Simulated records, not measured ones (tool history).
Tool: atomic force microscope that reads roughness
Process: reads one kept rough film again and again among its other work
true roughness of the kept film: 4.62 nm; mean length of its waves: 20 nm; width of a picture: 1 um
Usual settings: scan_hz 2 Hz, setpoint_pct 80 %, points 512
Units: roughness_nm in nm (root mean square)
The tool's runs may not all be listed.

| run | hour | scan_hz | setpoint_pct | points | roughness_nm |
|---|---|---|---|---|---|
| 1 | 0 | 2 | 80 | 512 | 2.554 |
| 2 | 31.4 | 2 | 80 | 512 | 2.57 |
| 3 | 50.3 | 2 | 80 | 512 | 2.557 |
| 4 | 79.2 | 2 | 58 | 512 | 2.963 |
| 5 | 99.3 | 0.76 | 80 | 512 | 2.875 |
| 6 | 122.5 | 0.76 | 80 | 512 | 2.901 |
| 7 | 151.2 | 0.76 | 80 | 512 | 2.875 |
| 8 | 170.6 | 0.76 | 80 | 512 | 2.871 |
| 9 | 200 | 0.76 | 80 | 512 | 2.881 |
| 10 | 224.4 | 0.76 | 80 | 512 | 2.891 |
|  | 250.7 | new tip fitted |
| 11 | 258.8 | 2 | 80 | 512 | 2.594 |
| 12 | 286.4 | 2 | 80 | 512 | 2.583 |
| 13 | 308.2 | 2 | 80 | 512 | 2.556 |
| 14 | 336.6 | 2 | 80 | 512 | 2.56 |
| 15 | 372.4 | 2 | 80 | 512 | 2.567 |
| 16 | 393.8 | 2 | 80 | 512 | 2.578 |
| 17 | 418 | 2 | 80 | 512 | 2.545 |
| 18 | 441.3 | 2 | 80 | 512 | 2.564 |
| 19 | 458 | 3.41 | 75 | 761 | 2.434 |
| 20 | 483.4 | 3.41 | 75 | 761 | 2.446 |
|  | 508.2 | new tip fitted |
| 21 | 508.5 | 1.33 | 70 | 358 | 2.845 |
| 22 | 529 | 2 | 56 | 512 | 2.982 |
| 23 | 561.6 | 1.09 | 56 | 614 | 3.063 |
| 24 | 589.1 | 0.73 | 80 | 305 | 2.862 |
| 25 | 613.4 | 2.07 | 66 | 636 | 2.833 |
| 26 | 638.1 | 2 | 68 | 512 | 2.838 |
| 27 | 659.5 | 1.12 | 63 | 482 | 2.994 |

The next listed run, before its measurement:
| 28 | 683.7 | 2 | 73 | 512 | ? |

{"run 28": {"roughness_nm": 2.719}}
Without the tool's hidden state the same run would have given roughness_nm 2.726 nm (root mean square).

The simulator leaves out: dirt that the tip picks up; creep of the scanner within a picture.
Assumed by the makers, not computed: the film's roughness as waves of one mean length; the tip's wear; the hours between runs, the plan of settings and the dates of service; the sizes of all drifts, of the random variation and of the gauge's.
